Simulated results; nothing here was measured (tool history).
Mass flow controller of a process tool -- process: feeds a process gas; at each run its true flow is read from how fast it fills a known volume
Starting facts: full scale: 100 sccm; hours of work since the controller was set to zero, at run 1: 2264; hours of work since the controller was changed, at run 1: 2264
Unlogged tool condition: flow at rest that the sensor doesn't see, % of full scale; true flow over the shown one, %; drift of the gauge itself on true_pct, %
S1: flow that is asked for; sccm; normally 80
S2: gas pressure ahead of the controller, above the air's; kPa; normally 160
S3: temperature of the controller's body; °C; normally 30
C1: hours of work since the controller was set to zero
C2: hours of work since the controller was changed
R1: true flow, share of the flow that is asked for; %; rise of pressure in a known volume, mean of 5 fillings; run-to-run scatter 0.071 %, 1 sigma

Run 1, day 0.000: usual settings; C1 2264; C2 2264. Result: R1 98.26 %.
Run 2, day 11.308: usual settings but S2 210 kPa; C1 2432; C2 2432. Result: R1 97.83 %.
Run 3, day 22.642: usual settings but S3 33 °C; C1 2599; C2 2599. Result: R1 98.11 %.
Run 4, day 32.000: usual settings but S3 33 °C; C1 2738; C2 2738. Result: R1 97.97 %.
Run 5, day 38.188: usual settings but S1 81 sccm; C1 2830; C2 2830. Result: R1 97.83 %.
Run 6, day 43.838: usual settings but S1 81 sccm; C1 2913; C2 2913. Result: R1 97.86 %.
Run 7, day 56.125: usual settings but S1 81 sccm; C1 3095; C2 3095. Result: R1 97.61 %.
Run 8, day 64.792: usual settings but S1 81 sccm; C1 3223; C2 3223. Result: R1 97.58 %.
Run 9, day 75.996: usual settings; C1 3389; C2 3389. Result: R1 97.46 %.
Run 10, day 86.221: usual settings; C1 3541; C2 3541. Result: R1 97.22 %.
Run 11, day 96.962: usual settings; C1 3700; C2 3700. Result: R1 97.24 %.
Run 12, day 105.600: usual settings but S3 36 °C; C1 3827; C2 3827. Result: R1 97.33 %.
Run 13, day 117.225: usual settings but S3 36 °C; C1 4000; C2 4000. Result: R1 97.21 %.
Run 14, day 122.896: usual settings; C1 4084; C2 4084. Result: R1 97.01 %.
Run 15, day 129.617: usual settings but S1 19 sccm; C1 4183; C2 4183. Result: R1 98.53 %.
Run 16, day 141.833: usual settings but S1 19 sccm; C1 4364; C2 4364. Result: R1 98.54 %.
Run 17, day 148.171: usual settings; C1 4458; C2 4458. Result: R1 96.73 %.
Run 18, day 157.862: usual settings; C1 4601; C2 4601. Result: R1 96.54 %.
Run 19, day 165.425: usual settings; C1 4713; C2 4713. Result: R1 96.52 %.
Run 20, day 176.642: usual settings; C1 4879; C2 4879. Result: R1 96.40 %.
Run 21, day 186.404: usual settings; C1 5024; C2 5024. Result: R1 96.33 %.
Run 22, day 193.038: usual settings but S3 33 °C; C1 5122; C2 5122. Result: R1 96.24 %.
Run 23, day 200.662: usual settings but S3 36 °C; C1 5235; C2 5235. Result: R1 96.38 %.
At day 206.675: controller exchanged for a calibrated one.
Run 24, day 209.996: usual settings but S3 36 °C; C1 49; C2 49. Result: R1 100.03 %.
Run 25, day 222.038: usual settings but S1 44 sccm, S2 167 kPa, S3 25 °C; C1 227; C2 227. Result: R1 98.70 %.
Run 26, day 231.071: usual settings but S1 12 sccm, S2 141 kPa; C1 361; C2 361. Result: R1 98.99 %.
Run 27, day 239.125: usual settings but S2 219 kPa; C1 480; C2 480. Result: R1 99.34 %.
Run 28, day 246.146: usual settings but S2 233 kPa, S3 28 °C; C1 584; C2 584. Result: R1 99.03 %.
Run 29, day 254.554: usual settings but S1 89 sccm, S2 276 kPa, S3 21 °C; C1 709; C2 709. Result: R1 98.58 %.
Run 30, day 262.646: usual settings but S1 89 sccm, S2 276 kPa, S3 21 °C; C1 829; C2 829. Result: R1 98.49 %.
Run 31, day 268.358: usual settings but S1 89 sccm, S2 276 kPa, S3 21 °C; C1 913; C2 913. Result: R1 98.48 %.
Run 32, day 277.342: usual settings but S1 55 sccm, S2 276 kPa, S3 33 °C; C1 1046; C2 1046. Result: R1 98.24 %.
Run 33, day 288.546: usual settings but S1 55 sccm, S2 276 kPa, S3 33 °C; C1 1212; C2 1212. Result: R1 98.04 %.

For run 34, what comes out?
Run 34, day 296.779: usual settings but S1 15 sccm, S2 250 kPa, S3 31 °C; C1 1334; C2 1334. Result: R1 ?.

R1: 98.35 %
With no hidden state in the tool, this same run would have given R1 97.87 %.
